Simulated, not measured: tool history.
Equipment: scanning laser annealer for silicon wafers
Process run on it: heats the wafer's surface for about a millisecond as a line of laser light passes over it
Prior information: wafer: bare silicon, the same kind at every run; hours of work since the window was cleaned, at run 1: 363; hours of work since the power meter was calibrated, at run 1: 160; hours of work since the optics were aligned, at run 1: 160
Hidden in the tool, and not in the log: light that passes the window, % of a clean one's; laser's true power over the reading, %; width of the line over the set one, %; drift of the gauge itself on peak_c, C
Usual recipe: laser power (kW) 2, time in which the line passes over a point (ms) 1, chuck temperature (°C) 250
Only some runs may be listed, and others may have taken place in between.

run	hour	laser power (kW)	time in which the line passes over a point (ms)	chuck temperature (°C)	hours of work since the window was cleaned	hours of work since the power meter was calibrated	hours of work since the optics were aligned	highest temperature of the surface (°C)
1	0	2	1	250	363	160	160	1066
2	27.4	2	1	275	379	176	176	1091
3	62.8	2	1	275	401	198	198	1094
4	92.3	2	1	250	419	216	216	1064
5	112.2	2	1	250	431	228	228	1066
6	137.1	1.748	1	250	447	244	244	948
7	168.9	1.748	1	250	466	263	263	949
8	204.2	1.748	1	214	488	285	285	910
9	228.3	1.748	1	214	502	300	300	914
10	259.4	2	0.71	250	522	319	319	949
11	275.8	2	0.71	250	532	329	329	947
12	294.7	2	0.71	250	543	340	340	953
13	309.6	2	0.71	250	552	349	349	952
14	332.7	2	0.71	250	567	364	364	949
15	367.3	2	0.71	250	588	385	385	953
16	386.6	2	1	281	600	397	397	1094
17	409.4	2	1	281	614	411	411	1096
# hour 414.4: window over the wafer cleaned
18	430.8	2	1	281	10	422	422	1097
19	450.9	2	1	281	22	435	435	1098
20	472.8	2	1	281	36	448	448	1097
21	502.1	2.038	0.85	234	54	466	466	1011
22	522.2	2.038	0.85	234	66	479	479	1010
23	538.2	1.839	1.11	234	76	488	488	1008
24	572.9	2	1.15	226	97	510	510	1092
25	603.2	1.734	0.73	222	116	528	528	821
26	625.9	1.734	0.73	222	130	542	542	822
27	652.1	1.903	0.9	267	146	558	558	1005
28	674.3	2.147	0.97	267	159	572	572	1140
29	701.9	2.147	0.97	267	176	589	589	1141
30	726.2	2.087	0.77	234	191	604	604	996
31	753.4	2	0.86	250	208	620	620	1014
32	787	2.101	1	212	228	641	641	1076
33	811.1	1.761	1.03	267	243	656	656	981
34	827.5	1.936	0.73	250	253	666	666	936
35	848.3	1.936	0.73	250	266	678	678	933

Each row is a separate what-if for the run after 35, all from the same tool condition, not one after another. Results?
A	872.1	2	1	279	281	693	693	?
B	872.1	2.057	1	262	281	693	693	?
C	872.1	2	0.88	250	281	693	693	?

run	highest temperature of the surface (°C)
A	1093
B	1107
C	1020
Without the tool's unlogged condition, the same runs would have read:
run	highest temperature of the surface (°C)
A	1094
B	1108
C	1020
